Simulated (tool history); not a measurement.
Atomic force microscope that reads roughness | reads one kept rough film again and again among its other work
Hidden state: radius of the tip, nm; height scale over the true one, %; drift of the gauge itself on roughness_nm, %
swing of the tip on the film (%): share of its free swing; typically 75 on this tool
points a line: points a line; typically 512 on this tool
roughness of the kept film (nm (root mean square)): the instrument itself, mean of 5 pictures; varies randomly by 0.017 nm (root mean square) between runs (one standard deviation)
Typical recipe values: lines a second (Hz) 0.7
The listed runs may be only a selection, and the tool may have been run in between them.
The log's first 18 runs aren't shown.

run   hour  lines a second (Hz)  swing of the tip on the film (%)  points a line  pictures with this tip  hours of work since the height scale was calibrated  roughness of the kept film (nm (root mean square))
 19  433.4                  0.7                                77            512                      41                                                  373                                               3.884
     457.8  -- new tip fitted
 20  461.7                 1.03                                58            503                       3                                                  388                                               4.082
 21  491.1                1.327                                86            468                      33                                                  403                                               3.713
 22    523                 1.45                                75            512                      64                                                  420                                               3.714
     525.2  -- new tip fitted
 23  542.8                 0.73                                75            267                      17                                                  430                                                3.95
 24  567.5                0.645                                87            276                      42                                                  442                                               3.788
       593  -- new tip fitted
 25  602.5                  0.7                                75            299                      10                                                  460                                                   4
 26  631.7                3.808                                73            512                      39                                                  476                                               3.607
     658.4  -- new tip fitted
 27  660.1                0.844                                71            586                       1                                                  490                                               4.087
 28  675.8                1.537                                65            269                      17                                                  498                                               3.953
 29  694.6                0.875                                63            269                      36                                                  508                                               3.935
 30  717.6                0.875                                63            269                      58                                                  520                                               3.856
     726.6  -- new tip fitted
 31  752.4                0.875                                63            269                      25                                                  538                                               3.988
 32  779.7                0.875                                63            269                      52                                                  552                                                3.85
       793  -- new tip fitted
 33  803.3                0.875                                56            276                      10                                                  564                                               4.042
 34  818.8                1.673                                89            272                      25                                                  572                                               3.626
 35  845.7                2.283                                60            512                      52                                                  586                                               3.821

Consider 3 possible next runs. They are alternatives, not a sequence: every one starts from the tool as it was left by run 35. What does each give?
       860  -- new tip fitted
  A  870.6                2.305                                60            512                      10                                                  599                                                   ?
       860  -- new tip fitted
  B  870.6                2.311                                87            407                      10                                                  599                                                   ?
       860  -- new tip fitted
  C  870.6                2.283                                60            501                      10                                                  599                                                   ?

run  roughness of the kept film (nm (root mean square))
  A                                               3.983
  B                                               3.547
  C                                               3.968
With the hidden condition removed and each run's random variation left untouched, the same runs would have given:
run  roughness of the kept film (nm (root mean square))
  A                                               4.075
  B                                               3.629
  C                                               4.059

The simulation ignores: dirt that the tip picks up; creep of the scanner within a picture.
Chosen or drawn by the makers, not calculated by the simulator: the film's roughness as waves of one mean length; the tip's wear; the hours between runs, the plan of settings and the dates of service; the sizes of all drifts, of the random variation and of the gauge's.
